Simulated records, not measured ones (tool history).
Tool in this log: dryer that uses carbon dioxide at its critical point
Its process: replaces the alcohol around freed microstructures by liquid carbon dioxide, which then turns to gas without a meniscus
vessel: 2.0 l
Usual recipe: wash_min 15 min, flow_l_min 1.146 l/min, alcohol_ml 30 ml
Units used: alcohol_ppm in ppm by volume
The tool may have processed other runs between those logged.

{"run": 1, "hour": 0.0, "wash_min": 15, "flow_l_min": 1.146, "alcohol_ml": 30, "alcohol_ppm": 153}
{"run": 2, "hour": 38.3, "wash_min": 15, "flow_l_min": 1.146, "alcohol_ml": 30, "alcohol_ppm": 150}
{"run": 3, "hour": 73.1, "wash_min": 13, "flow_l_min": 1.146, "alcohol_ml": 30, "alcohol_ppm": 209}
{"run": 4, "hour": 95.5, "wash_min": 13, "flow_l_min": 1.146, "alcohol_ml": 30, "alcohol_ppm": 214}
{"run": 5, "hour": 122.3, "wash_min": 14, "flow_l_min": 1.146, "alcohol_ml": 30, "alcohol_ppm": 177}
{"run": 6, "hour": 154.1, "wash_min": 15, "flow_l_min": 1.146, "alcohol_ml": 45, "alcohol_ppm": 190}
{"hour": 194.4, "done": "inlet filter changed"}
{"run": 7, "hour": 194.4, "wash_min": 15, "flow_l_min": 1.146, "alcohol_ml": 21, "alcohol_ppm": 133}
{"run": 8, "hour": 221.2, "wash_min": 15, "flow_l_min": 1.146, "alcohol_ml": 21, "alcohol_ppm": 137}
{"run": 9, "hour": 257.1, "wash_min": 15, "flow_l_min": 1.146, "alcohol_ml": 30, "alcohol_ppm": 148}
{"run": 10, "hour": 290.5, "wash_min": 15, "flow_l_min": 1.146, "alcohol_ml": 30, "alcohol_ppm": 162}
{"run": 11, "hour": 331.5, "wash_min": 15, "flow_l_min": 1.146, "alcohol_ml": 30, "alcohol_ppm": 165}
{"run": 12, "hour": 352.8, "wash_min": 15, "flow_l_min": 1.146, "alcohol_ml": 30, "alcohol_ppm": 160}
{"run": 13, "hour": 379.6, "wash_min": 15, "flow_l_min": 1.146, "alcohol_ml": 30, "alcohol_ppm": 155}
{"run": 14, "hour": 408.9, "wash_min": 15, "flow_l_min": 1.146, "alcohol_ml": 30, "alcohol_ppm": 171}
{"run": 15, "hour": 441.7, "wash_min": 15, "flow_l_min": 1.146, "alcohol_ml": 30, "alcohol_ppm": 180}
{"run": 16, "hour": 458.9, "wash_min": 15, "flow_l_min": 1.89, "alcohol_ml": 30, "alcohol_ppm": 132}
{"run": 17, "hour": 485.3, "wash_min": 15, "flow_l_min": 1.89, "alcohol_ml": 30, "alcohol_ppm": 148}
{"run": 18, "hour": 514.6, "wash_min": 14, "flow_l_min": 1.146, "alcohol_ml": 30, "alcohol_ppm": 199}
{"run": 19, "hour": 532.6, "wash_min": 15, "flow_l_min": 1.146, "alcohol_ml": 30, "alcohol_ppm": 181}
{"run": 20, "hour": 570.4, "wash_min": 20, "flow_l_min": 1.146, "alcohol_ml": 30, "alcohol_ppm": 157}
{"run": 21, "hour": 589.0, "wash_min": 10, "flow_l_min": 1.35, "alcohol_ml": 30, "alcohol_ppm": 295}
{"run": 22, "hour": 607.6, "wash_min": 21, "flow_l_min": 1.19, "alcohol_ml": 63, "alcohol_ppm": 159}
{"run": 23, "hour": 639.7, "wash_min": 11, "flow_l_min": 1.146, "alcohol_ml": 30, "alcohol_ppm": 389}
{"run": 24, "hour": 675.7, "wash_min": 19, "flow_l_min": 1.146, "alcohol_ml": 46, "alcohol_ppm": 193}
{"run": 25, "hour": 699.2, "wash_min": 12, "flow_l_min": 1.146, "alcohol_ml": 78, "alcohol_ppm": 627}
{"run": 26, "hour": 729.4, "wash_min": 15, "flow_l_min": 1.32, "alcohol_ml": 50, "alcohol_ppm": 217}
{"hour": 748.5, "done": "inlet filter changed"}
{"run": 27, "hour": 770.9, "wash_min": 15, "flow_l_min": 1.59, "alcohol_ml": 31, "alcohol_ppm": 182}
{"run": 28, "hour": 806.8, "wash_min": 13, "flow_l_min": 1.06, "alcohol_ml": 29, "alcohol_ppm": 251}
{"run": 29, "hour": 846.9, "wash_min": 12, "flow_l_min": 0.89, "alcohol_ml": 30, "alcohol_ppm": 479}
{"run": 30, "hour": 870.8, "wash_min": 16, "flow_l_min": 0.95, "alcohol_ml": 30, "alcohol_ppm": 233}
{"run": 31, "hour": 890.3, "wash_min": 16, "flow_l_min": 0.95, "alcohol_ml": 30, "alcohol_ppm": 251}
{"run": 32, "hour": 908.8, "wash_min": 16, "flow_l_min": 0.95, "alcohol_ml": 30, "alcohol_ppm": 252}
{"run": 33, "hour": 938.8, "wash_min": 11, "flow_l_min": 1.01, "alcohol_ml": 43, "alcohol_ppm": 571}
{"run": 34, "hour": 956.8, "wash_min": 15, "flow_l_min": 1.7, "alcohol_ml": 30, "alcohol_ppm": 185}
{"run": 35, "hour": 995.8, "wash_min": 16, "flow_l_min": 1.8, "alcohol_ml": 30, "alcohol_ppm": 194}
{"run": 36, "hour": 1027.0, "wash_min": 16, "flow_l_min": 1.8, "alcohol_ml": 30, "alcohol_ppm": 199}
{"run": 37, "hour": 1058.6, "wash_min": 11, "flow_l_min": 0.76, "alcohol_ml": 30, "alcohol_ppm": 1022}

What if the next run were any one of these 4? Each begins from the tool's condition after run 37:
{"run": "A", "hour": 1076.8, "wash_min": 13, "flow_l_min": 1.48, "alcohol_ml": 30, "alcohol_ppm": "?"}
{"run": "B", "hour": 1076.8, "wash_min": 11, "flow_l_min": 0.85, "alcohol_ml": 72, "alcohol_ppm": "?"}
{"run": "C", "hour": 1076.8, "wash_min": 10, "flow_l_min": 0.82, "alcohol_ml": 30, "alcohol_ppm": "?"}
{"run": "D", "hour": 1076.8, "wash_min": 11, "flow_l_min": 0.76, "alcohol_ml": 118, "alcohol_ppm": "?"}

run=A alcohol_ppm=212
run=B alcohol_ppm=1666
run=C alcohol_ppm=1099
run=D alcohol_ppm=3562
What these runs would have given with no unlogged condition in the tool:
run=A alcohol_ppm=3
run=B alcohol_ppm=992
run=C alcohol_ppm=633
run=D alcohol_ppm=2371
